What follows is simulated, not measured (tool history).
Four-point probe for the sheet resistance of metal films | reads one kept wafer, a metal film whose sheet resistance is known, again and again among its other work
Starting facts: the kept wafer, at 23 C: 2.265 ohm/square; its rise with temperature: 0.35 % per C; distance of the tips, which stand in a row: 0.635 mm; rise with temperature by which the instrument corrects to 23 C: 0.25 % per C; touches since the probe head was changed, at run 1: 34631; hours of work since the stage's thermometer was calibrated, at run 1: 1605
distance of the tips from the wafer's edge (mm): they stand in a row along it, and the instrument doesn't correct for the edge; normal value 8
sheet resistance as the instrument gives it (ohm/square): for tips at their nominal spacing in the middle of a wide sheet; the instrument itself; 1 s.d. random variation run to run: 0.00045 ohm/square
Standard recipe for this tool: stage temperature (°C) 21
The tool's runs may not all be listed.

run	hour	stage temperature (°C)	distance of the tips from the wafer's edge (mm)	touches since the probe head was changed	hours of work since the stage's thermometer was calibrated	sheet resistance as the instrument gives it (ohm/square)
1	0.0	21	8	34631	1605	2.277131
2	63.8	21	7	35611	1633	2.280288
3	113.3	21	7	36370	1654	2.280585
4	185.4	21	13	37478	1686	2.273498
5	259.6	21	13	38617	1718	2.273501
6	331.8	21	13	39725	1749	2.272911
7	396.9	21	13	40725	1778	2.273863
8	438.3	21	13	41361	1796	2.273964
9	500.2	21	13	42311	1823	2.274707
10	556.3	23	8	43173	1847	2.283828
11	609.2	23	5	43986	1871	2.295930
12	672.0	25	8	44950	1898	2.288249
13	702.8	25	8	45423	1911	2.287797
14	764.0	21	7	46362	1938	2.281685
15	802.9	21	7	46960	1955	2.281297
16	842.6	22	7	47569	1972	2.284660
17	906.6	22	7	48552	2000	2.285242
18	952.3	28	8	49254	2020	2.295741
# hour 956.0: stage's thermometer calibrated
19	1028.5	28	8	50417	32	2.299584
20	1083.3	35	8	51258	56	2.314254
21	1126.1	35	8	51916	74	2.315247
22	1164.6	35	8	52507	91	2.314498
23	1230.3	34	62	53515	120	2.305726
24	1306.2	23	37	54681	153	2.281544
25	1347.0	19	37	55307	171	2.272359
# hour 1387.1: stage's thermometer calibrated, once more
26	1423.3	18	54	56471	16	2.259166
27	1454.3	29	17	56947	29	2.287123
28	1489.8	29	17	57492	45	2.286280
29	1553.7	21	14	58473	73	2.268340
30	1590.1	24	13	59032	89	2.276566
31	1665.7	32	54	60193	122	2.291550
32	1729.0	24	13	61166	149	2.276755
33	1775.6	26	7	61882	170	2.288844
34	1850.7	21	24	63034	202	2.268385
35	1922.7	34	14	64140	234	2.298988
36	1977.9	26	8	64988	258	2.287154
37	2038.0	30	5	65911	284	2.308262
38	2089.5	21	72	66702	307	2.267283
39	2122.5	21	5	67209	321	2.288302
40	2196.9	31	74	68350	353	2.290590
41	2269.2	34	15	69461	385	2.299955
42	2307.5	23	28	70049	402	2.274969
43	2361.4	20	60	70877	425	2.266816
44	2414.1	21	15	71685	448	2.270533

Hidden state or all else? Some run-to-run changes of sheet resistance as the instrument gives it (ohm/square), split into what the settings, what came in and random variation would give without the hidden state, and what is left for the hidden state (with any gauge scatter that isn't in both results):
Unlogged tool condition in this case: inner tips' distance over the nominal, %; tips' flats over new ones', %; wafer's true temperature over the reading, C; drift of the gauge itself on sheet_ohm, %.
Run 18 -> 19: stage's thermometer calibrated. sheet resistance as the instrument gives it (ohm/square) +0.003843: hidden state +0.003785, all else +0.000058.
Run 23 -> 24: stage temperature (°C) 34 -> 23, distance of the tips from the wafer's edge (mm) 62 -> 37. sheet resistance as the instrument gives it (ohm/square) -0.024182: hidden state +0.000370, all else -0.024552.
Run 25 -> 26: stage temperature (°C) 19 -> 18, distance of the tips from the wafer's edge (mm) 37 -> 54, stage's thermometer calibrated, once more. sheet resistance as the instrument gives it (ohm/square) -0.013193: hidden state -0.010666, all else -0.002527.
Run 26 -> 27: stage temperature (°C) 18 -> 29, distance of the tips from the wafer's edge (mm) 54 -> 17. sheet resistance as the instrument gives it (ohm/square) +0.027957: hidden state +0.000177, all else +0.027780.
Run 34 -> 35: stage temperature (°C) 21 -> 34, distance of the tips from the wafer's edge (mm) 24 -> 14. sheet resistance as the instrument gives it (ohm/square) +0.030603: hidden state +0.000278, all else +0.030325.
Run 37 -> 38: stage temperature (°C) 30 -> 21, distance of the tips from the wafer's edge (mm) 5 -> 72. sheet resistance as the instrument gives it (ohm/square) -0.040979: hidden state -0.000004, all else -0.040975.
